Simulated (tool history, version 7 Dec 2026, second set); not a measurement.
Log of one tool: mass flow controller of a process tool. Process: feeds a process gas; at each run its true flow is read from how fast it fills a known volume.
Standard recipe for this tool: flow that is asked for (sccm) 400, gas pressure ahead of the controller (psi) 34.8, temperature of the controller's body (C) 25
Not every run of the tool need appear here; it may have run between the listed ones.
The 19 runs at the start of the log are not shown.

run	day	flow that is asked for (sccm)	gas pressure ahead of the controller (psi)	temperature of the controller's body (C)	hours of work since the controller was set to zero	hours of work since the controller was changed	true flow (%)
# day 88.071: controller's zero set anew
20	93.875	192	22.5	38	98	3726	102.58
21	99.212	143	26.3	22	189	3817	102.56
22	104.929	90	26.3	34	286	3914	105.26
23	107.858	54	34.8	25	336	3963	108.88
24	113.850	160	34.8	25	437	4065	102.87
# day 114.262: controller's zero set anew, once more
25	119.233	73	38.9	25	84	4156	99.23
26	124.675	73	38.9	25	177	4248	99.40
27	129.800	73	38.9	25	263	4335	99.67
28	135.579	393	26.0	25	361	4433	100.48
29	138.433	393	26.0	25	410	4482	100.31
30	144.533	92	32.3	26	513	4585	99.58
31	149.012	92	32.3	26	589	4661	99.79
32	152.533	92	32.3	26	649	4721	99.89

Branching from run 32: 5 alternative next runs. What would each branch give?
A	155.575	483	24.1	20	701	4772	?
B	155.575	126	40.3	25	701	4772	?
C	155.575	111	37.3	35	701	4772	?
D	155.575	397	31.5	25	701	4772	?
E	155.575	279	29.7	33	701	4772	?

run	true flow (%)
A	100.54
B	100.01
C	100.36
D	100.57
E	100.48
Stripped of hidden state, with their random variation kept, the same runs would have yielded:
run	true flow (%)
A	99.66
B	98.71
C	98.98
D	99.66
E	99.50
